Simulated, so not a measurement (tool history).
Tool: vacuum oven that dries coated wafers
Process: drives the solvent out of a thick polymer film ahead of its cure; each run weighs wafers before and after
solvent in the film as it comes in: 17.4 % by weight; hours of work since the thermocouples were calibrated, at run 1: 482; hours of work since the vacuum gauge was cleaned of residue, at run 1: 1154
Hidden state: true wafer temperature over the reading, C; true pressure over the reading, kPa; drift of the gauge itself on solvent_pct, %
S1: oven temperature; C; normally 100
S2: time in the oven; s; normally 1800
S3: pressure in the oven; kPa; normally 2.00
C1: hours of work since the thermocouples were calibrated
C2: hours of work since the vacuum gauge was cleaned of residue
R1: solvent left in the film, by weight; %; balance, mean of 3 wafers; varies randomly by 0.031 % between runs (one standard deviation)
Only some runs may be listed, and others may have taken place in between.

run,hour,S1,S2,S3,C1,C2,R1
1,0.0,100,1800,2.00,482,1154,4.05
2,79.4,100,1380,2.00,540,1212,5.27
3,140.4,100,1380,2.00,584,1257,5.31
4,254.9,100,1380,2.00,668,1341,5.26
5,308.1,100,1380,2.00,707,1379,5.22
6,373.7,100,1800,2.00,754,1427,3.96
7,452.4,100,1800,2.00,812,1485,3.95
8,528.8,100,1800,2.00,868,1541,3.90
9,635.5,100,1800,2.00,946,1618,3.85
10,716.7,100,1800,2.00,1005,1678,3.85
# hour 758.9: oven's thermocouples calibrated
11,795.8,100,1800,2.00,27,1734,3.83
12,865.5,100,1800,3.29,78,1785,4.20
13,949.8,100,1800,2.00,139,1846,3.77
14,1001.5,100,1260,2.00,177,1884,5.51
15,1079.2,100,2160,1.90,234,1941,2.95
16,1152.2,100,2160,1.90,287,1994,2.93
# hour 1188.5: oven's thermocouples calibrated, once more
17,1234.2,100,1560,4.01,33,2053,5.67
18,1327.9,100,1560,5.73,102,2121,6.19
19,1441.8,100,1560,5.73,185,2204,6.15
20,1528.9,100,1560,5.73,249,2268,6.13
21,1591.6,100,1560,5.73,294,2314,6.19
22,1669.7,99,960,3.47,351,2371,7.73
23,1760.2,99,960,3.47,417,2437,7.83
24,1868.6,95,1800,1.81,497,2516,5.10
# hour 1930.4: vacuum gauge cleaned of residue and calibrated
25,1930.4,100,960,1.77,541,0,7.00
26,1986.2,100,960,1.77,581,41,6.97
27,2093.0,111,960,1.77,659,119,4.90

Below are 3 alternative next runs, each starting from the tool's condition after run 27. Predict each:
A,2162.8,111,1260,1.77,710,170,?
B,2162.8,100,1080,2.00,710,170,?
C,2162.8,101,1800,6.18,710,170,?

run,R1
A,3.56
B,6.51
C,5.15
What these runs would have given with no unlogged condition in the tool:
run,R1
A,3.67
B,6.63
C,5.29

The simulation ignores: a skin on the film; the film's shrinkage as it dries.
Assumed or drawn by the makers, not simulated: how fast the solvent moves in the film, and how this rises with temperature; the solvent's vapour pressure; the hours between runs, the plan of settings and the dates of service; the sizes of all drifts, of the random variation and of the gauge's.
